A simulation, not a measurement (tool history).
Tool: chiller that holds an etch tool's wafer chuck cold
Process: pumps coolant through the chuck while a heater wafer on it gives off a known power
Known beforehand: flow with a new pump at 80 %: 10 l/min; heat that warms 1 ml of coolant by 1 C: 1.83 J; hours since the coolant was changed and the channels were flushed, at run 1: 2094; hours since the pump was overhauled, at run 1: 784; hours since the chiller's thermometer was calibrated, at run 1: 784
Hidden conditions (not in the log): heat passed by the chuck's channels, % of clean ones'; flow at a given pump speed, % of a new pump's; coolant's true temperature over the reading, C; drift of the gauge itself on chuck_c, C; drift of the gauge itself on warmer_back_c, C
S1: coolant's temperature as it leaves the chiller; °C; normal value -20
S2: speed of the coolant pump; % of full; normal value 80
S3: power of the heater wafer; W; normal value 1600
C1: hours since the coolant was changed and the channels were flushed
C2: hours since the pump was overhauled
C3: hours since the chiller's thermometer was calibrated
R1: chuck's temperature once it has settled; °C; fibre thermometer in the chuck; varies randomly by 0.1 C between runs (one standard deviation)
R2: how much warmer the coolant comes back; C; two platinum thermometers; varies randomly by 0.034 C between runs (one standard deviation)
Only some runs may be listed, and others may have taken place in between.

run 1 hour=0.0 | S1=-20 S2=80 S3=1600 | C1=2094 C2=784 C3=784 | R1=-3.8 R2=5.24
run 2 hour=134.4 | S1=-20 S2=80 S3=1600 | C1=2228 C2=918 C3=918 | R1=-3.9 R2=5.24
run 3 hour=271.2 | S1=-20 S2=80 S3=1600 | C1=2365 C2=1055 C3=1055 | R1=-3.6 R2=5.21
run 4 hour=380.4 | S1=-20 S2=65 S3=1600 | C1=2474 C2=1164 C3=1164 | R1=-1.1 R2=6.58
run 5 hour=530.8 | S1=-20 S2=65 S3=1600 | C1=2625 C2=1314 C3=1314 | R1=-1.0 R2=6.60
run 6 hour=660.6 | S1=-20 S2=80 S3=1600 | C1=2755 C2=1444 C3=1444 | R1=-3.8 R2=5.18
run 7 hour=734.1 | S1=-20 S2=80 S3=1600 | C1=2828 C2=1518 C3=1518 | R1=-3.8 R2=5.11
run 8 hour=888.8 | S1=-28 S2=80 S3=1600 | C1=2983 C2=1672 C3=1672 | R1=-11.8 R2=5.05
run 9 hour=1021.5 | S1=-28 S2=80 S3=1600 | C1=3116 C2=1805 C3=1805 | R1=-11.8 R2=5.08
run 10 hour=1151.5 | S1=-28 S2=80 S3=1600 | C1=3245 C2=1935 C3=1935 | R1=-11.7 R2=5.11
run 11 hour=1234.4 | S1=-20 S2=80 S3=2081 | C1=3328 C2=2018 C3=2018 | R1=0.9 R2=6.68
run 12 hour=1387.9 | S1=-20 S2=80 S3=1933 | C1=3482 C2=2171 C3=2171 | R1=-0.5 R2=6.05
run 13 hour=1477.3 | S1=-20 S2=80 S3=1600 | C1=3571 C2=2261 C3=2261 | R1=-3.8 R2=4.99
run 14 hour=1582.3 | S1=-20 S2=73 S3=1600 | C1=3676 C2=2366 C3=2366 | R1=-2.8 R2=5.62
run 15 hour=1663.4 | S1=-20 S2=80 S3=1600 | C1=3757 C2=2447 C3=2447 | R1=-3.8 R2=4.94
run 16 hour=1738.6 | S1=-20 S2=80 S3=1996 | C1=3833 C2=2522 C3=2522 | R1=0.2 R2=6.27
-- hour=1753.4 chiller's thermometer calibrated
run 17 hour=1850.5 | S1=-11 S2=62 S3=2363 | C1=3944 C2=2633 C3=97 | R1=17.9 R2=10.09
run 18 hour=1956.1 | S1=-11 S2=62 S3=2363 | C1=4049 C2=2739 C3=203 | R1=17.9 R2=10.13
run 19 hour=2075.0 | S1=-11 S2=62 S3=2363 | C1=4168 C2=2857 C3=322 | R1=17.9 R2=10.05
run 20 hour=2147.6 | S1=-11 S2=62 S3=2363 | C1=4241 C2=2930 C3=394 | R1=17.9 R2=9.97
run 21 hour=2294.3 | S1=-15 S2=83 S3=1103 | C1=4387 C2=3077 C3=541 | R1=-4.1 R2=3.09
run 22 hour=2367.1 | S1=-15 S2=83 S3=1235 | C1=4460 C2=3150 C3=614 | R1=-2.8 R2=3.48
run 23 hour=2453.3 | S1=-15 S2=83 S3=1235 | C1=4546 C2=3236 C3=700 | R1=-2.6 R2=3.51
run 24 hour=2563.8 | S1=-15 S2=83 S3=1235 | C1=4657 C2=3346 C3=810 | R1=-3.0 R2=3.48
-- hour=2606.6 gauge calibrated
run 25 hour=2726.5 | S1=-15 S2=63 S3=974 | C1=4820 C2=3509 C3=973 | R1=-3.2 R2=4.21
run 26 hour=2844.7 | S1=-26 S2=63 S3=846 | C1=4938 C2=3627 C3=1091 | R1=-15.7 R2=3.62
run 27 hour=2988.7 | S1=-26 S2=80 S3=846 | C1=5082 C2=3771 C3=1235 | R1=-17.4 R2=2.67
run 28 hour=3067.8 | S1=-21 S2=71 S3=1384 | C1=5161 C2=3850 C3=1314 | R1=-5.8 R2=5.14
run 29 hour=3205.9 | S1=-21 S2=89 S3=1080 | C1=5299 C2=3988 C3=1452 | R1=-11.0 R2=3.07
run 30 hour=3355.1 | S1=-21 S2=89 S3=1080 | C1=5448 C2=4138 C3=1602 | R1=-11.1 R2=3.02
run 31 hour=3453.8 | S1=-21 S2=89 S3=1080 | C1=5547 C2=4236 C3=1700 | R1=-11.0 R2=3.01

For some of the steps in R2 from one run to the next: how much would appear even if the tool had no hidden state, given the settings, what came in and random variation, and how much remains for the hidden state plus any gauge scatter that the measured result and the result without hidden state don't share?
Run 3 -> 4: S2 80 -> 65. R2 +1.37 C: hidden state -0.03, all else +1.40.
Run 7 -> 8: S1 -20 -> -28. R2 -0.06 C: hidden state -0.03, all else -0.03.
Run 16 -> 17: S1 -20 -> -11, S2 80 -> 62, S3 1996 -> 2363, chiller's thermometer calibrated. R2 +3.82 C: hidden state -0.01, all else +3.83.
Run 20 -> 21: S1 -11 -> -15, S2 62 -> 83, S3 2363 -> 1103. R2 -6.88 C: hidden state -0.02, all else -6.86.
Run 24 -> 25: S2 83 -> 63, S3 1235 -> 974, gauge calibrated. R2 +0.73 C: hidden state +0.39, all else +0.34.
Run 27 -> 28: S1 -26 -> -21, S2 80 -> 71, S3 846 -> 1384. R2 +2.47 C: hidden state -0.02, all else +2.49.
